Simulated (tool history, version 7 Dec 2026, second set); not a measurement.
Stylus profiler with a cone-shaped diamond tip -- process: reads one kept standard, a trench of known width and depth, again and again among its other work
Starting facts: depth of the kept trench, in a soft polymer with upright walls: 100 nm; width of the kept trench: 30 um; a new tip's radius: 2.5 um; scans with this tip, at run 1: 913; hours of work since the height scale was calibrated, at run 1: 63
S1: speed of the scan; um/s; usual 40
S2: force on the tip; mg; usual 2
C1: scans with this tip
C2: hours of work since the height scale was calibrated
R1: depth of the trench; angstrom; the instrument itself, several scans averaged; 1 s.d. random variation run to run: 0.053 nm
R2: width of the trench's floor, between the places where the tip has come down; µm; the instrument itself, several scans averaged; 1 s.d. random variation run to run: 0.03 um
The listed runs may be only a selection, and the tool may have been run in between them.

run   hour   S1    S2    C1   C2      R1     R2
  1      0   40     2   913   63  1013.5  28.41
  2   38.2   40     2  1179   82  1012.3  28.37
  3   67.8   40     2  1386   96  1012.2  28.29
  4   95.6   40     2  1580  110  1013.3  28.31
  5  118.7   40     2  1741  121  1013.2  28.27
  6  154.7   40  1.96  1992  138  1013.6  28.23
  7  192.9   40  1.96  2259  157  1013.8  28.27
  8    217   40  1.96  2426  168  1013.1  28.24
  9    236   53  2.49  2559  178  1015.1  28.16
 10    256   48  1.15  2699  187  1009.2  28.11
     258.4  -- height scale calibrated on a step standard
 11  292.8   48  3.54  2952   17  1019.3  28.15
 12  311.8   48  3.54  3085   26  1019.7  28.19
 13  346.2   48  3.54  3324   43  1020.4  28.12
 14  366.8   48  3.54  3468   52    1020  28.12
 15  405.3  144  3.54  3737   71  1019.5  27.82

Hidden state or all else? Some run-to-run changes of R1, split into what the settings, what came in and random variation would give without the hidden state, and what is left for the hidden state (with any gauge scatter that isn't in both results):
Hidden state present: radius of the tip, um; height scale over the true one, %; drift of the gauge itself on depth_nm, %; drift of the gauge itself on floor_um, %.
Run 10 -> 11: S2 1.15 -> 3.54, height scale calibrated on a step standard. R1 +10.1 angstrom: hidden state +0.2, all else +9.9.

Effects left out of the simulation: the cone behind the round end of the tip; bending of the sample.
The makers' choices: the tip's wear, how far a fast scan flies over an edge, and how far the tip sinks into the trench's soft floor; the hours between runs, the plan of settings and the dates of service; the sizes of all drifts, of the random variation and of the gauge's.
